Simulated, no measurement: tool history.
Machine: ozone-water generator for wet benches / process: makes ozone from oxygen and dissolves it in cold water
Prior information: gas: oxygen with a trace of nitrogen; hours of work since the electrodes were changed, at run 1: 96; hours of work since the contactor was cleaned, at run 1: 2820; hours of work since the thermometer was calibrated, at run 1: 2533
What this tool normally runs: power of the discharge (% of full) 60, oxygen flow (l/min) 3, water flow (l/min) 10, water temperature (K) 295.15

| run | hour | power of the discharge (% of full) | oxygen flow (l/min) | water flow (l/min) | water temperature (K) | hours of work since the electrodes were changed | hours of work since the contactor was cleaned | hours of work since the thermometer was calibrated | dissolved ozone (ppm) | ozone in the gas ahead of the water (g/m3) |
|---|---|---|---|---|---|---|---|---|---|---|
| 1 | 0 | 60 | 3 | 10 | 295.15 | 96 | 2820 | 2533 | 23.9 | 207.5 |
| 2 | 66.8 | 60 | 3 | 10 | 295.15 | 158 | 2882 | 2596 | 23.7 | 204.8 |
|  | 152.8 | contactor cleaned |
| 3 | 166.3 | 60 | 3 | 10 | 295.15 | 248 | 13 | 2685 | 23.9 | 204.7 |
| 4 | 225.5 | 60 | 3 | 10 | 295.15 | 303 | 68 | 2740 | 23.7 | 206.1 |
| 5 | 302.3 | 60 | 3 | 10 | 295.15 | 374 | 139 | 2811 | 23.8 | 203.2 |
| 6 | 378.6 | 60 | 3.16 | 10 | 295.15 | 445 | 210 | 2882 | 23.9 | 198.1 |
| 7 | 454.4 | 60 | 3.16 | 10 | 295.15 | 516 | 281 | 2953 | 23.5 | 196.3 |
| 8 | 544.3 | 60 | 3.16 | 10 | 295.15 | 600 | 365 | 3037 | 23.5 | 195.3 |
| 9 | 627.5 | 60 | 3.16 | 10 | 295.15 | 677 | 442 | 3114 | 23.7 | 198.1 |
|  | 694.8 | water thermometer calibrated |
| 10 | 722.1 | 60 | 3.16 | 10 | 295.15 | 765 | 530 | 25 | 23.6 | 195.2 |
| 11 | 839.9 | 60 | 3.16 | 10 | 295.15 | 875 | 640 | 135 | 23.3 | 194.6 |
| 12 | 958.5 | 60 | 3 | 10 | 295.15 | 985 | 750 | 246 | 23.3 | 198.5 |
| 13 | 1053 | 60 | 3 | 10 | 288.15 | 1073 | 838 | 334 | 26.1 | 201.8 |
| 14 | 1152.1 | 49 | 5.29 | 9 | 292.15 | 1166 | 931 | 426 | 20.4 | 125.4 |
| 15 | 1253.1 | 60 | 4.95 | 13 | 295.15 | 1260 | 1025 | 520 | 18.8 | 147.2 |
| 16 | 1322.1 | 60 | 4.95 | 13 | 295.15 | 1324 | 1089 | 585 | 18.6 | 147.4 |
| 17 | 1398.4 | 60 | 4.15 | 13 | 295.15 | 1395 | 1160 | 656 | 19 | 162.2 |
| 18 | 1521.8 | 64 | 2.14 | 10 | 295.15 | 1510 | 1275 | 771 | 24.8 | 253.3 |
| 19 | 1625.4 | 64 | 2.14 | 10 | 295.15 | 1607 | 1372 | 867 | 24.3 | 248.3 |
| 20 | 1726 | 84 | 4.42 | 10 | 294.15 | 1700 | 1466 | 961 | 27.4 | 194.7 |
| 21 | 1791.5 | 84 | 4.63 | 10 | 294.15 | 1761 | 1527 | 1022 | 26.8 | 187.4 |
| 22 | 1896.1 | 61 | 1.78 | 10 | 300.15 | 1859 | 1624 | 1119 | 22.1 | 266.2 |
| 23 | 1985.1 | 67 | 2.63 | 10 | 295.15 | 1942 | 1707 | 1202 | 24.5 | 226.4 |
| 24 | 2099.3 | 67 | 2.63 | 10 | 295.15 | 2048 | 1813 | 1309 | 24.2 | 222.9 |
| 25 | 2193.2 | 60 | 2.12 | 10 | 288.15 | 2136 | 1901 | 1396 | 25.1 | 236.8 |
| 26 | 2262 | 60 | 2.12 | 11 | 288.15 | 2200 | 1965 | 1460 | 23.1 | 236.8 |

Alternative continuations, all from the tool just after run 26; predict every row:
| A | 2355.8 | 97 | 2.12 | 11 | 288.15 | 2287 | 2052 | 1548 | ? | ? |
| B | 2355.8 | 60 | 2.12 | 6 | 288.15 | 2287 | 2052 | 1548 | ? | ? |
| C | 2355.8 | 60 | 3.27 | 7 | 292.15 | 2287 | 2052 | 1548 | ? | ? |

| run | dissolved ozone (ppm) | ozone in the gas ahead of the water (g/m3) |
|---|---|---|
| A | 31.3 | 319.7 |
| B | 35.2 | 235.2 |
| C | 28 | 183.1 |
Without the tool's unlogged condition, the same runs would have read:
| run | dissolved ozone (ppm) | ozone in the gas ahead of the water (g/m3) |
|---|---|---|
| A | 34.6 | 347.8 |
| B | 38 | 250.3 |
| C | 30.3 | 194.9 |
